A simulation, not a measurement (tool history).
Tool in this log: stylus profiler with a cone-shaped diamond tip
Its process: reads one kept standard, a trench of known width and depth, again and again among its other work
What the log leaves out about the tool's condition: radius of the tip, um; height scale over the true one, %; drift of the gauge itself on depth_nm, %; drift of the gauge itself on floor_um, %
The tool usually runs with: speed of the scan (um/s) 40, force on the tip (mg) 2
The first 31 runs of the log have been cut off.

| run | hour | speed of the scan (um/s) | force on the tip (mg) | scans with this tip | hours of work since the height scale was calibrated | depth of the trench (nm) | width of the trench's floor (nm) |
|---|---|---|---|---|---|---|---|
| 32 | 460.7 | 78 | 3.16 | 5178 | 547 | 203.23 | 97530 |
| 33 | 477.9 | 78 | 3.16 | 5254 | 555 | 203.23 | 97560 |
| 34 | 495.1 | 78 | 3.16 | 5329 | 563 | 203.16 | 97510 |
| 35 | 509.8 | 16 | 2 | 5393 | 570 | 202.6 | 97790 |
| 36 | 530.6 | 40 | 2.19 | 5484 | 579 | 202.6 | 97650 |
| 37 | 544.6 | 18 | 0.97 | 5545 | 586 | 201.61 | 97720 |
| 38 | 564.2 | 18 | 0.97 | 5631 | 595 | 201.62 | 97690 |
| 39 | 580.2 | 32 | 0.72 | 5701 | 602 | 201.47 | 97570 |
| 40 | 593.3 | 32 | 0.72 | 5759 | 608 | 201.53 | 97580 |
| 41 | 605.5 | 32 | 0.72 | 5812 | 614 | 201.46 | 97590 |
| 42 | 621.7 | 41 | 2.49 | 5883 | 622 | 202.88 | 97680 |
| 43 | 633.4 | 56 | 1.11 | 5934 | 627 | 201.91 | 97510 |
| 44 | 645.9 | 18 | 1.21 | 5988 | 633 | 202.05 | 97710 |
| 45 | 655.8 | 97 | 1.09 | 6032 | 637 | 201.92 | 97170 |

4 ways to go on from here, each from the tool as it stands after run 45. What would each give?
| A | 669.5 | 16 | 1.34 | 6092 | 644 | ? | ? |
| B | 669.5 | 31 | 1.21 | 6092 | 644 | ? | ? |
| C | 669.5 | 97 | 0.86 | 6092 | 644 | ? | ? |
| D | 669.5 | 28 | 3.25 | 6092 | 644 | ? | ? |

| run | depth of the trench (nm) | width of the trench's floor (nm) |
|---|---|---|
| A | 202.17 | 97740 |
| B | 201.99 | 97680 |
| C | 201.84 | 97060 |
| D | 203.29 | 97730 |
Had the tool no hidden state, the same runs would have come out as:
| run | depth of the trench (nm) | width of the trench's floor (nm) |
|---|---|---|
| A | 201.68 | 97930 |
| B | 201.5 | 97870 |
| C | 201.36 | 97250 |
| D | 202.8 | 97920 |

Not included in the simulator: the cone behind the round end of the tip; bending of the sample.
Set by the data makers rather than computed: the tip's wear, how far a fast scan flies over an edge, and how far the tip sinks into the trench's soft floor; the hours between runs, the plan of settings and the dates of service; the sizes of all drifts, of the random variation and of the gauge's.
